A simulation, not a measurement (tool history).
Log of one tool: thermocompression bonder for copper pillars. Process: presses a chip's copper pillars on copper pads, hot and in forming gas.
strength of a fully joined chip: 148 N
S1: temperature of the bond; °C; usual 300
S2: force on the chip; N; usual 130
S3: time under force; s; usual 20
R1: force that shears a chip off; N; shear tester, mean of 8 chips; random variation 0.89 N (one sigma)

{"run": 1, "hour": 0.0, "S1": 300, "S2": 130, "S3": 20, "R1": 69.2}
{"run": 2, "hour": 4.8, "S1": 300, "S2": 130, "S3": 20, "R1": 70.4}
{"run": 3, "hour": 13.8, "S1": 300, "S2": 130, "S3": 20, "R1": 67.9}
{"run": 4, "hour": 24.4, "S1": 300, "S2": 130, "S3": 20, "R1": 69.3}
{"run": 5, "hour": 31.6, "S1": 300, "S2": 130, "S3": 20, "R1": 71.3}
{"run": 6, "hour": 36.9, "S1": 300, "S2": 130, "S3": 20, "R1": 70}
{"run": 7, "hour": 41.4, "S1": 300, "S2": 130, "S3": 14, "R1": 61.4}
{"run": 8, "hour": 49.6, "S1": 300, "S2": 130, "S3": 14, "R1": 60.5}
{"run": 9, "hour": 55.5, "S1": 300, "S2": 130, "S3": 14, "R1": 61.5}
{"run": 10, "hour": 61.2, "S1": 312, "S2": 85, "S3": 13, "R1": 41.5}
{"run": 11, "hour": 69.1, "S1": 300, "S2": 130, "S3": 40, "R1": 86.5}
{"run": 12, "hour": 75.0, "S1": 300, "S2": 130, "S3": 40, "R1": 86.9}

5 ways to go on from here, each from the tool as it stands after run 12. What would each give?
{"run": "A", "hour": 79.8, "S1": 325, "S2": 130, "S3": 40, "R1": "?"}
{"run": "B", "hour": 79.8, "S1": 275, "S2": 120, "S3": 17, "R1": "?"}
{"run": "C", "hour": 79.8, "S1": 301, "S2": 79, "S3": 45, "R1": "?"}
{"run": "D", "hour": 79.8, "S1": 288, "S2": 130, "S3": 40, "R1": "?"}
{"run": "E", "hour": 79.8, "S1": 312, "S2": 79, "S3": 12, "R1": "?"}

run=A R1=102.6
run=B R1=47.1
run=C R1=54.7
run=D R1=79.1
run=E R1=37.2
Without the tool's hidden state the same runs would have given:
run=A R1=107.4
run=B R1=50.5
run=C R1=58.3
run=D R1=83.9
run=E R1=39.7

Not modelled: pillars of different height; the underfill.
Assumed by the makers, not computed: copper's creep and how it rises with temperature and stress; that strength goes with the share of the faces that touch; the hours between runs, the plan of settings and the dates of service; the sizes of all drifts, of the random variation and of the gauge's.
